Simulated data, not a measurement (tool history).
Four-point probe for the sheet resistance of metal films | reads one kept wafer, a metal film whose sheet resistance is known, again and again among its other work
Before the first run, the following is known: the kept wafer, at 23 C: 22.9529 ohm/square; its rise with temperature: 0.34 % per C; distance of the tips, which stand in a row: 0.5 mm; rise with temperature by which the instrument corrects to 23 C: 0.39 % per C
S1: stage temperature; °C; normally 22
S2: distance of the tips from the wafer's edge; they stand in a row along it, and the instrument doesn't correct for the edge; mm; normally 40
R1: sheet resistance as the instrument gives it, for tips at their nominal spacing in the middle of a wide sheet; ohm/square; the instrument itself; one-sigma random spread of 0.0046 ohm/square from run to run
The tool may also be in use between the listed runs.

run 1 hour=0 | S1=22 S2=40 | R1=22.957894
run 2 hour=9.3 | S1=22 S2=16 | R1=22.965893
run 3 hour=25.8 | S1=22 S2=16 | R1=22.979552
run 4 hour=37.6 | S1=22 S2=16 | R1=22.974092
run 5 hour=50.6 | S1=22 S2=40 | R1=22.971513
run 6 hour=67.3 | S1=22 S2=40 | R1=22.969645
run 7 hour=75.8 | S1=22 S2=40 | R1=22.968525
run 8 hour=84.7 | S1=22 S2=40 | R1=22.960768
run 9 hour=93.2 | S1=20 S2=40 | R1=22.973974
run 10 hour=108.2 | S1=22 S2=40 | R1=22.97331
run 11 hour=125.4 | S1=20 S2=40 | R1=22.991263
run 12 hour=137.2 | S1=28 S2=40 | R1=22.911149
run 13 hour=145.1 | S1=28 S2=40 | R1=22.900276
run 14 hour=160.1 | S1=28 S2=40 | R1=22.905759
run 15 hour=176 | S1=22 S2=38 | R1=22.956726
run 16 hour=186.5 | S1=22 S2=38 | R1=22.9712
run 17 hour=198.2 | S1=22 S2=40 | R1=22.962065
run 18 hour=214.5 | S1=22 S2=40 | R1=22.973301
run 19 hour=228.2 | S1=26 S2=12 | R1=22.943557
run 20 hour=236.3 | S1=26 S2=12 | R1=22.944911
run 21 hour=252.6 | S1=34 S2=23 | R1=22.845539
run 22 hour=267.6 | S1=34 S2=14 | R1=22.861683
run 23 hour=278.8 | S1=34 S2=14 | R1=22.855868
run 24 hour=287.5 | S1=20 S2=44 | R1=22.985754
run 25 hour=300.3 | S1=19 S2=3 | R1=23.339324
run 26 hour=308.7 | S1=19 S2=3 | R1=23.336408
run 27 hour=316.8 | S1=19 S2=3 | R1=23.332895
run 28 hour=333.3 | S1=19 S2=3 | R1=23.334093
run 29 hour=341.5 | S1=19 S2=3 | R1=23.33539
run 30 hour=350.8 | S1=28 S2=51 | R1=22.902796
run 31 hour=361.1 | S1=19 S2=65 | R1=22.993708

Run 32 is up next; what results do you expect?
run 32 hour=378.1 | S1=19 S2=65 | R1=?

{"run 32": {"R1": 22.996267}}
Minus the tool's unlogged condition, the same run would have read R1 22.996773 ohm/square.
